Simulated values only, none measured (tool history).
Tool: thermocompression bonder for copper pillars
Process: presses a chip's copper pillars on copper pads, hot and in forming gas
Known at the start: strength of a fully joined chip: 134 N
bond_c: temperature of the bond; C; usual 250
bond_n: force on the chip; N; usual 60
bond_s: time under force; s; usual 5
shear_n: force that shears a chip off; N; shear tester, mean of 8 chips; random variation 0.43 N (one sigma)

{"run": 1, "hour": 0.0, "bond_c": 250, "bond_n": 60, "bond_s": 5, "shear_n": 45.7}
{"hour": 59.3, "done": "forming gas filter changed"}
{"run": 2, "hour": 59.3, "bond_c": 250, "bond_n": 60, "bond_s": 4, "shear_n": 42.8}
{"run": 3, "hour": 124.5, "bond_c": 250, "bond_n": 60, "bond_s": 4, "shear_n": 43.4}
{"run": 4, "hour": 161.0, "bond_c": 250, "bond_n": 60, "bond_s": 5, "shear_n": 47.6}
{"run": 5, "hour": 215.3, "bond_c": 250, "bond_n": 60, "bond_s": 5, "shear_n": 46.7}
{"run": 6, "hour": 250.5, "bond_c": 250, "bond_n": 60, "bond_s": 5, "shear_n": 46.4}
{"run": 7, "hour": 306.2, "bond_c": 250, "bond_n": 60, "bond_s": 5, "shear_n": 45.7}
{"run": 8, "hour": 357.9, "bond_c": 250, "bond_n": 60, "bond_s": 5, "shear_n": 46.0}
{"hour": 367.7, "done": "heater calibrated with a thermocouple chip"}
{"run": 9, "hour": 406.1, "bond_c": 260, "bond_n": 71, "bond_s": 5, "shear_n": 56.8}
{"run": 10, "hour": 477.4, "bond_c": 260, "bond_n": 71, "bond_s": 5, "shear_n": 55.8}
{"run": 11, "hour": 539.3, "bond_c": 260, "bond_n": 71, "bond_s": 5, "shear_n": 55.2}
{"run": 12, "hour": 598.4, "bond_c": 250, "bond_n": 57, "bond_s": 5, "shear_n": 42.4}
{"run": 13, "hour": 675.0, "bond_c": 250, "bond_n": 59, "bond_s": 14, "shear_n": 62.6}
{"hour": 694.7, "done": "forming gas filter changed"}
{"run": 14, "hour": 740.6, "bond_c": 240, "bond_n": 60, "bond_s": 11, "shear_n": 52.0}
{"run": 15, "hour": 788.7, "bond_c": 248, "bond_n": 81, "bond_s": 5, "shear_n": 50.4}
{"hour": 851.6, "done": "heater calibrated with a thermocouple chip, once more"}
{"run": 16, "hour": 868.6, "bond_c": 251, "bond_n": 89, "bond_s": 5, "shear_n": 58.3}

Forecast each of these 3 alternatives for the next run:
{"run": "A", "hour": 946.6, "bond_c": 269, "bond_n": 89, "bond_s": 5, "shear_n": "?"}
{"run": "B", "hour": 946.6, "bond_c": 274, "bond_n": 41, "bond_s": 12, "shear_n": "?"}
{"run": "C", "hour": 946.6, "bond_c": 251, "bond_n": 74, "bond_s": 4, "shear_n": "?"}

run=A shear_n=72.5
run=B shear_n=73.7
run=C shear_n=47.7
Without the tool's hidden state the same runs would have given:
run=A shear_n=77.0
run=B shear_n=78.2
run=C shear_n=51.2
